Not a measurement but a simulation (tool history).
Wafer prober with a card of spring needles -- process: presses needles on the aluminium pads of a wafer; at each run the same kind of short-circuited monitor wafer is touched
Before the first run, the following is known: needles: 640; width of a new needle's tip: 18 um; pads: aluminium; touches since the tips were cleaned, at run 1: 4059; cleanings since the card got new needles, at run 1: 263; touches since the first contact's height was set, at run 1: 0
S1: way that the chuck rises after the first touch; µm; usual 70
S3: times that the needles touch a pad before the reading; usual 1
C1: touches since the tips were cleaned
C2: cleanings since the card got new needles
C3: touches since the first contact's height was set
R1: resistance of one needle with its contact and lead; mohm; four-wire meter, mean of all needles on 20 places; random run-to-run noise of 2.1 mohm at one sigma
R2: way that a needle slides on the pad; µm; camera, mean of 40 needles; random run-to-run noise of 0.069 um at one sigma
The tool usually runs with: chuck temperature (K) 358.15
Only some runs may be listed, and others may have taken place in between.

{"run": 1, "hour": 0.0, "S1": 70, "chuck temperature (K)": 358.15, "S3": 1, "C1": 4059, "C2": 263, "C3": 0, "R1": 282, "R2": 16.84}
{"hour": 2.6, "done": "tips cleaned on abrasive film"}
{"hour": 15.2, "done": "tips cleaned on abrasive film"}
{"hour": 27.8, "done": "tips cleaned on abrasive film"}
{"hour": 40.5, "done": "tips cleaned on abrasive film"}
{"run": 2, "hour": 47.0, "S1": 70, "chuck temperature (K)": 358.15, "S3": 1, "C1": 2896, "C2": 267, "C3": 20624, "R1": 287, "R2": 16.83}
{"hour": 52.1, "done": "tips cleaned on abrasive film"}
{"hour": 62.2, "done": "tips cleaned on abrasive film"}
{"hour": 74.8, "done": "tips cleaned on abrasive film"}
{"hour": 87.5, "done": "tips cleaned on abrasive film"}
{"hour": 100.1, "done": "tips cleaned on abrasive film"}
{"hour": 110.2, "done": "tips cleaned on abrasive film"}
{"hour": 122.8, "done": "tips cleaned on abrasive film"}
{"run": 3, "hour": 131.0, "S1": 70, "chuck temperature (K)": 358.15, "S3": 1, "C1": 3634, "C2": 274, "C3": 57499, "R1": 281, "R2": 16.72}
{"hour": 133.6, "done": "tips cleaned on abrasive film"}
{"hour": 146.3, "done": "tips cleaned on abrasive film"}
{"hour": 158.9, "done": "tips cleaned on abrasive film"}
{"run": 4, "hour": 166.7, "S1": 70, "chuck temperature (K)": 358.15, "S3": 1, "C1": 3473, "C2": 277, "C3": 73161, "R1": 286, "R2": 16.61}
{"hour": 169.3, "done": "tips cleaned on abrasive film"}
{"hour": 182.0, "done": "tips cleaned on abrasive film"}
{"hour": 192.1, "done": "tips cleaned on abrasive film"}
{"hour": 204.7, "done": "tips cleaned on abrasive film"}
{"hour": 217.3, "done": "tips cleaned on abrasive film"}
{"hour": 229.9, "done": "tips cleaned on abrasive film"}
{"hour": 240.0, "done": "tips cleaned on abrasive film"}
{"run": 5, "hour": 246.2, "S1": 70, "chuck temperature (K)": 358.15, "S3": 1, "C1": 2745, "C2": 284, "C3": 108045, "R1": 284, "R2": 16.43}
{"hour": 251.4, "done": "tips cleaned on abrasive film"}
{"hour": 264.0, "done": "tips cleaned on abrasive film"}
{"hour": 274.1, "done": "tips cleaned on abrasive film"}
{"hour": 286.7, "done": "tips cleaned on abrasive film"}
{"run": 6, "hour": 290.8, "S1": 70, "chuck temperature (K)": 358.15, "S3": 1, "C1": 1818, "C2": 288, "C3": 127592, "R1": 269, "R2": 16.21}
{"hour": 298.4, "done": "tips cleaned on abrasive film"}
{"hour": 308.5, "done": "tips cleaned on abrasive film"}
{"hour": 316.4, "done": "height of the first contact set anew"}
{"hour": 321.5, "done": "tips cleaned on abrasive film"}
{"hour": 331.6, "done": "tips cleaned on abrasive film"}
{"hour": 344.2, "done": "tips cleaned on abrasive film"}
{"hour": 354.3, "done": "tips cleaned on abrasive film"}
{"run": 7, "hour": 356.7, "S1": 50, "chuck temperature (K)": 358.15, "S3": 1, "C1": 1076, "C2": 294, "C3": 17697, "R1": 287, "R2": 11.24}
{"hour": 366.9, "done": "tips cleaned on abrasive film"}
{"hour": 379.5, "done": "tips cleaned on abrasive film"}
{"hour": 392.1, "done": "tips cleaned on abrasive film"}
{"hour": 402.2, "done": "tips cleaned on abrasive film"}
{"hour": 414.8, "done": "tips cleaned on abrasive film"}
{"hour": 427.5, "done": "tips cleaned on abrasive film"}
{"run": 8, "hour": 428.6, "S1": 50, "chuck temperature (K)": 358.15, "S3": 1, "C1": 510, "C2": 300, "C3": 49234, "R1": 276, "R2": 11.18}
{"hour": 438.7, "done": "tips cleaned on abrasive film"}
{"hour": 448.8, "done": "tips cleaned on abrasive film"}
{"hour": 461.5, "done": "tips cleaned on abrasive film"}
{"hour": 472.0, "done": "tips cleaned on abrasive film"}
{"run": 9, "hour": 472.0, "S1": 70, "chuck temperature (K)": 358.15, "S3": 1, "C1": 0, "C2": 304, "C3": 68246, "R1": 231, "R2": 15.76}
{"hour": 484.6, "done": "tips cleaned on abrasive film"}
{"hour": 497.2, "done": "tips cleaned on abrasive film"}
{"hour": 507.3, "done": "tips cleaned on abrasive film"}
{"hour": 519.9, "done": "tips cleaned on abrasive film"}
{"hour": 532.6, "done": "tips cleaned on abrasive film"}
{"hour": 545.2, "done": "tips cleaned on abrasive film"}
{"run": 10, "hour": 552.7, "S1": 70, "chuck temperature (K)": 358.15, "S3": 1, "C1": 3333, "C2": 310, "C3": 103713, "R1": 298, "R2": 15.73}
{"hour": 555.4, "done": "tips cleaned on abrasive film"}
{"hour": 558.2, "done": "height of the first contact set anew, once more"}
{"hour": 568.3, "done": "tips cleaned on abrasive film"}
{"hour": 578.5, "done": "tips cleaned on abrasive film"}
{"hour": 591.1, "done": "tips cleaned on abrasive film"}
{"run": 11, "hour": 594.6, "S1": 70, "chuck temperature (K)": 358.15, "S3": 1, "C1": 1541, "C2": 314, "C3": 15946, "R1": 261, "R2": 16.79}
{"hour": 602.2, "done": "tips cleaned on abrasive film"}
{"hour": 614.8, "done": "tips cleaned on abrasive film"}
{"hour": 624.9, "done": "tips cleaned on abrasive film"}
{"hour": 637.5, "done": "tips cleaned on abrasive film"}
{"hour": 650.1, "done": "tips cleaned on abrasive film"}
{"hour": 660.3, "done": "tips cleaned on abrasive film"}
{"run": 12, "hour": 662.3, "S1": 70, "chuck temperature (K)": 358.15, "S3": 1, "C1": 896, "C2": 320, "C3": 45652, "R1": 255, "R2": 16.73}
{"hour": 672.4, "done": "tips cleaned on abrasive film"}
{"hour": 685.0, "done": "tips cleaned on abrasive film"}
{"hour": 697.6, "done": "tips cleaned on abrasive film"}
{"hour": 710.3, "done": "tips cleaned on abrasive film"}
{"hour": 722.9, "done": "tips cleaned on abrasive film"}
{"hour": 734.6, "done": "tips cleaned on abrasive film"}
{"run": 13, "hour": 734.6, "S1": 71, "chuck temperature (K)": 384.15, "S3": 1, "C1": 0, "C2": 326, "C3": 77376, "R1": 247, "R2": 16.76}
{"hour": 747.2, "done": "tips cleaned on abrasive film"}
{"hour": 757.3, "done": "tips cleaned on abrasive film"}
{"hour": 769.9, "done": "tips cleaned on abrasive film"}
{"run": 14, "hour": 775.7, "S1": 60, "chuck temperature (K)": 358.15, "S3": 2, "C1": 2542, "C2": 329, "C3": 95431, "R1": 276, "R2": 14.07}
{"hour": 780.8, "done": "tips cleaned on abrasive film"}
{"hour": 793.4, "done": "tips cleaned on abrasive film"}
{"hour": 806.0, "done": "tips cleaned on abrasive film"}
{"hour": 818.6, "done": "tips cleaned on abrasive film"}
{"hour": 828.8, "done": "tips cleaned on abrasive film"}
{"hour": 841.4, "done": "tips cleaned on abrasive film"}
{"run": 15, "hour": 842.9, "S1": 60, "chuck temperature (K)": 358.15, "S3": 2, "C1": 673, "C2": 335, "C3": 124912, "R1": 253, "R2": 13.99}
{"hour": 853.0, "done": "tips cleaned on abrasive film"}
{"hour": 865.6, "done": "tips cleaned on abrasive film"}
{"hour": 875.7, "done": "tips cleaned on abrasive film"}
{"hour": 876.0, "done": "height of the first contact set anew"}
{"run": 16, "hour": 877.8, "S1": 60, "chuck temperature (K)": 358.15, "S3": 2, "C1": 797, "C2": 338, "C3": 797, "R1": 253, "R2": 14.54}
{"hour": 888.0, "done": "tips cleaned on abrasive film"}
{"hour": 900.6, "done": "tips cleaned on abrasive film"}
{"hour": 913.2, "done": "tips cleaned on abrasive film"}
{"hour": 923.3, "done": "tips cleaned on abrasive film"}
{"hour": 935.9, "done": "tips cleaned on abrasive film"}
{"run": 17, "hour": 938.7, "S1": 86, "chuck temperature (K)": 354.15, "S3": 2, "C1": 1222, "C2": 343, "C3": 27504, "R1": 239, "R2": 20.52}
{"hour": 946.3, "done": "tips cleaned on abrasive film"}
{"hour": 956.4, "done": "tips cleaned on abrasive film"}
{"hour": 969.0, "done": "tips cleaned on abrasive film"}
{"hour": 981.7, "done": "tips cleaned on abrasive film"}
{"hour": 991.8, "done": "tips cleaned on abrasive film"}
{"hour": 1004.4, "done": "tips cleaned on abrasive film"}
{"run": 18, "hour": 1006.6, "S1": 86, "chuck temperature (K)": 354.15, "S3": 2, "C1": 979, "C2": 349, "C3": 57293, "R1": 239, "R2": 20.51}
{"hour": 1016.7, "done": "tips cleaned on abrasive film"}
{"hour": 1026.8, "done": "tips cleaned on abrasive film"}
{"hour": 1039.5, "done": "tips cleaned on abrasive film"}
{"hour": 1049.6, "done": "tips cleaned on abrasive film"}
{"hour": 1059.9, "done": "tips cleaned on abrasive film"}
{"run": 19, "hour": 1059.9, "S1": 86, "chuck temperature (K)": 354.15, "S3": 2, "C1": 0, "C2": 354, "C3": 80646, "R1": 228, "R2": 20.22}
{"hour": 1070.0, "done": "tips cleaned on abrasive film"}
{"hour": 1082.6, "done": "tips cleaned on abrasive film"}
{"hour": 1095.2, "done": "tips cleaned on abrasive film"}
{"hour": 1105.3, "done": "tips cleaned on abrasive film"}
{"hour": 1118.0, "done": "tips cleaned on abrasive film"}
{"hour": 1128.1, "done": "tips cleaned on abrasive film"}
{"run": 20, "hour": 1131.4, "S1": 67, "chuck temperature (K)": 321.15, "S3": 2, "C1": 1453, "C2": 360, "C3": 112017, "R1": 249, "R2": 15.77}
{"hour": 1139.0, "done": "tips cleaned on abrasive film"}
{"hour": 1149.1, "done": "tips cleaned on abrasive film"}
{"hour": 1161.7, "done": "tips cleaned on abrasive film"}
{"hour": 1174.3, "done": "tips cleaned on abrasive film"}
{"hour": 1187.0, "done": "tips cleaned on abrasive film"}
{"hour": 1194.8, "done": "height of the first contact set anew"}
{"hour": 1197.4, "done": "tips cleaned on abrasive film"}
{"run": 21, "hour": 1202.0, "S1": 67, "chuck temperature (K)": 347.15, "S3": 1, "C1": 2060, "C2": 366, "C3": 3168, "R1": 285, "R2": 16.12}
{"hour": 1209.6, "done": "tips cleaned on abrasive film"}
{"hour": 1222.3, "done": "tips cleaned on abrasive film"}
{"hour": 1232.4, "done": "tips cleaned on abrasive film"}
{"hour": 1245.0, "done": "tips cleaned on abrasive film"}
{"hour": 1257.6, "done": "tips cleaned on abrasive film"}
{"run": 22, "hour": 1258.2, "S1": 55, "chuck temperature (K)": 323.15, "S3": 1, "C1": 237, "C2": 371, "C3": 27783, "R1": 244, "R2": 13.15}
{"hour": 1268.3, "done": "tips cleaned on abrasive film"}
{"hour": 1278.4, "done": "tips cleaned on abrasive film"}
{"hour": 1291.0, "done": "tips cleaned on abrasive film"}
{"hour": 1303.6, "done": "tips cleaned on abrasive film"}
{"hour": 1316.2, "done": "tips cleaned on abrasive film"}
{"hour": 1328.9, "done": "tips cleaned on abrasive film"}
{"run": 23, "hour": 1331.8, "S1": 70, "chuck temperature (K)": 358.15, "S3": 2, "C1": 1319, "C2": 377, "C3": 60127, "R1": 256, "R2": 16.55}

Forecast each of these 4 alternatives for the next run:
{"hour": 1339.4, "done": "tips cleaned on abrasive film"}
{"hour": 1352.1, "done": "tips cleaned on abrasive film"}
{"hour": 1364.7, "done": "tips cleaned on abrasive film"}
{"run": "A", "hour": 1367.4, "S1": 63, "chuck temperature (K)": 328.15, "S3": 2, "C1": 1200, "C2": 380, "C3": 75730, "R1": "?", "R2": "?"}
{"hour": 1339.4, "done": "tips cleaned on abrasive film"}
{"hour": 1352.1, "done": "tips cleaned on abrasive film"}
{"hour": 1364.7, "done": "tips cleaned on abrasive film"}
{"run": "B", "hour": 1367.4, "S1": 69, "chuck temperature (K)": 301.15, "S3": 3, "C1": 1200, "C2": 380, "C3": 75730, "R1": "?", "R2": "?"}
{"hour": 1339.4, "done": "tips cleaned on abrasive film"}
{"hour": 1352.1, "done": "tips cleaned on abrasive film"}
{"hour": 1364.7, "done": "tips cleaned on abrasive film"}
{"run": "C", "hour": 1367.4, "S1": 70, "chuck temperature (K)": 324.15, "S3": 1, "C1": 1200, "C2": 380, "C3": 75730, "R1": "?", "R2": "?"}
{"hour": 1339.4, "done": "tips cleaned on abrasive film"}
{"hour": 1352.1, "done": "tips cleaned on abrasive film"}
{"hour": 1364.7, "done": "tips cleaned on abrasive film"}
{"run": "D", "hour": 1367.4, "S1": 89, "chuck temperature (K)": 353.15, "S3": 1, "C1": 1200, "C2": 380, "C3": 75730, "R1": "?", "R2": "?"}

run=A R1=248 R2=14.96
run=B R1=228 R2=16.27
run=C R1=255 R2=16.54
run=D R1=246 R2=21.21
What these runs would have given with no unlogged condition in the tool:
run=A R1=216 R2=15.32
run=B R1=209 R2=16.62
run=C R1=214 R2=16.89
run=D R1=220 R2=21.57

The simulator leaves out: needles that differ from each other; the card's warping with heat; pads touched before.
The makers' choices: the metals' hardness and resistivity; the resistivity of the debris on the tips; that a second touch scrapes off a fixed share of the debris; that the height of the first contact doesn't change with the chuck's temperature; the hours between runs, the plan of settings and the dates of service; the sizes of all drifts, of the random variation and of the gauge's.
